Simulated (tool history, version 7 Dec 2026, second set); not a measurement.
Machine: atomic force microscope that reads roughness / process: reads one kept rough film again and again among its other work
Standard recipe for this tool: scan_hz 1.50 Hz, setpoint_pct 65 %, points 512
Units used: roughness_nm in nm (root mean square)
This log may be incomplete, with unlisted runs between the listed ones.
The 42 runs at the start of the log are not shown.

| run | day | scan_hz | setpoint_pct | points | pictures with this tip | hours of work since the height scale was calibrated | roughness_nm |
|---|---|---|---|---|---|---|---|
| 43 | 25.092 | 2.10 | 55 | 497 | 73 | 100 | 2.587 |
| 44 | 25.446 | 2.10 | 83 | 1021 | 88 | 105 | 2.256 |
| 45 | 25.921 | 2.10 | 83 | 1021 | 108 | 112 | 2.168 |
| 46 | 26.462 | 0.87 | 83 | 842 | 131 | 120 | 2.193 |
| 47 | 27.188 | 0.87 | 83 | 842 | 162 | 130 | 2.080 |
| 48 | 27.542 | 0.87 | 83 | 842 | 177 | 135 | 2.025 |
| 49 | 27.942 | 1.17 | 57 | 512 | 194 | 141 | 2.040 |
|  | 28.033 | new tip fitted |
| 50 | 28.708 | 0.99 | 66 | 512 | 28 | 152 | 2.880 |
| 51 | 29.129 | 0.99 | 66 | 512 | 46 | 158 | 2.760 |
| 52 | 29.558 | 0.99 | 66 | 512 | 64 | 164 | 2.632 |
| 53 | 30.133 | 3.95 | 80 | 377 | 89 | 172 | 2.078 |

3 options for the next run, each taken on its own from the tool as it stands now. Forecast them:
| A | 30.742 | 0.64 | 80 | 377 | 114 | 181 | ? |
| B | 30.742 | 1.50 | 65 | 704 | 114 | 181 | ? |
| C | 30.742 | 1.27 | 66 | 377 | 114 | 181 | ? |

| run | roughness_nm |
|---|---|
| A | 2.336 |
| B | 2.327 |
| C | 2.330 |
Stripped of hidden state, with their random variation kept, the same runs would have yielded:
| run | roughness_nm |
|---|---|
| A | 3.118 |
| B | 3.105 |
| C | 3.109 |
